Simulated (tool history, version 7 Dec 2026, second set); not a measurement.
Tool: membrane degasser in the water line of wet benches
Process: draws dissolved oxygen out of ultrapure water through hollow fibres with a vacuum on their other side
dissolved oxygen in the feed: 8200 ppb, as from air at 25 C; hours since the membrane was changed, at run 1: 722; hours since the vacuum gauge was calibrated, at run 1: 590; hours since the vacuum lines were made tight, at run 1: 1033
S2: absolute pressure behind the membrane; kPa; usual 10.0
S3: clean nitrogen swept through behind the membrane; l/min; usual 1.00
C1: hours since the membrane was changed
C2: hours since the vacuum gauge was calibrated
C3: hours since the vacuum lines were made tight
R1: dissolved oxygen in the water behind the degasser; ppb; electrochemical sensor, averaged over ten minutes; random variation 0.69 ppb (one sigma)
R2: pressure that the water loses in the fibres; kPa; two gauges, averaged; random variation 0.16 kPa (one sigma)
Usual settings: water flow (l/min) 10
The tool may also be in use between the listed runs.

Run 1, hour 0.0: usual settings; C1 722; C2 590; C3 1033. Result: R1 164.0 ppb, R2 42.39 kPa.
Run 2, hour 30.1: usual settings; C1 752; C2 620; C3 1063. Result: R1 162.5 ppb, R2 42.65 kPa.
Run 3, hour 73.4: usual settings; C1 795; C2 663; C3 1106. Result: R1 165.4 ppb, R2 42.55 kPa.
Run 4, hour 124.5: usual settings; C1 846; C2 714; C3 1157. Result: R1 164.0 ppb, R2 42.50 kPa.
At hour 127.5: vacuum gauge calibrated.
Run 5, hour 158.1: usual settings but S3 1.05 l/min; C1 879; C2 31; C3 1190. Result: R1 156.6 ppb, R2 42.45 kPa.
Run 6, hour 195.6: usual settings but S3 1.05 l/min; C1 917; C2 68; C3 1228. Result: R1 158.1 ppb, R2 42.53 kPa.
At hour 237.9: vacuum gauge calibrated, once more.
Run 7, hour 249.1: usual settings but S3 1.05 l/min; C1 970; C2 11; C3 1281. Result: R1 153.5 ppb, R2 42.60 kPa.

The next listed run, before its measurement:
Run 8, hour 284.4: usual settings but water flow (l/min) 11, S2 17.9 kPa; C1 1005; C2 47; C3 1316. Result: R1 ?, R2 ?.

{"run 8": {"R1": 371.2, "R2": 47.12}}
Without the tool's hidden state the same run would have given R1 368.8 ppb, R2 46.87 kPa.

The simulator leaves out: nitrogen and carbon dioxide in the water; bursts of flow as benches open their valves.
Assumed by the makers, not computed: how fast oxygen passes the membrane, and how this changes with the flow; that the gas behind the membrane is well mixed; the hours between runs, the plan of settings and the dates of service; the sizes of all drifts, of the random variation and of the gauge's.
